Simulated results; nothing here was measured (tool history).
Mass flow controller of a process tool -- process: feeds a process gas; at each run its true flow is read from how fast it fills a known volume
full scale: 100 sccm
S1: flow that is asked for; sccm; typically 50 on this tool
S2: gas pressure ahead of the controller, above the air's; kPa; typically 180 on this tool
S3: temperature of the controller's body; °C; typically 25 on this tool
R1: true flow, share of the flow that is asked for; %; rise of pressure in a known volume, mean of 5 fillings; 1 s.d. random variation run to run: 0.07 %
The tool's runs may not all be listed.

run,hour,S1,S2,S3,R1
1,0,50,180,25,98.97
2,204,50,180,25,99.1
3,406.8,50,180,25,98.88
4,582.1,50,180,25,98.88
5,824.6,50,180,25,98.97
6,1001.8,50,168,25,99.02
7,1248.9,50,168,25,98.74
8,1422.4,50,231,25,98.78
9,1740.5,50,180,26,99
10,2068.5,50,180,26,98.91
11,2352.3,50,180,26,98.82
12,2608.8,50,180,26,98.61
13,2950.4,50,148,25,98.86
14,3208.9,50,148,25,98.72
15,3543.7,50,180,25,98.69
16,3799.2,50,180,25,98.53
17,4088.2,50,180,25,98.56
18,4327.9,50,180,25,98.38
19,4674.3,50,180,25,98.67
20,4949.3,50,180,25,98.52
21,5315.4,12,180,25,100.29
# hour 5425.5: controller's zero set anew
22,5606.1,12,180,25,97.39
23,5926.8,12,180,25,97.45
24,6221.1,46,180,25,97.7
25,6376.9,46,180,25,97.71
26,6754.6,46,182,25,97.64
27,7102.3,50,180,37,98.43
28,7293.4,77,167,35,98.79
29,7581,12,201,35,98.27
30,7863.1,18,245,24,97.08
31,8024.8,18,245,24,97.19
32,8350.7,18,245,24,97.19
33,8638.8,18,245,24,97.32
34,8934.7,30,228,23,97
35,9273.3,30,228,22,96.94
36,9540.9,16,168,25,97.7
37,9884,67,215,23,97.25
38,10230.1,84,215,23,97.59
39,10546.7,13,165,23,97.72
40,10780,13,165,23,97.82
41,10965.9,12,199,27,98.26
42,11232.6,40,180,36,98
43,11576.9,40,180,31,97.42
44,11831.6,50,170,25,97.26
45,12028.3,50,170,25,97.15
46,12333.2,50,170,25,97.02

The next listed run, before its measurement:
47,12527.8,20,275,22,?

{"run 47": {"R1": 97.09}}
The same run, on a tool lacking any hidden state, would have yielded R1 98.04 %.

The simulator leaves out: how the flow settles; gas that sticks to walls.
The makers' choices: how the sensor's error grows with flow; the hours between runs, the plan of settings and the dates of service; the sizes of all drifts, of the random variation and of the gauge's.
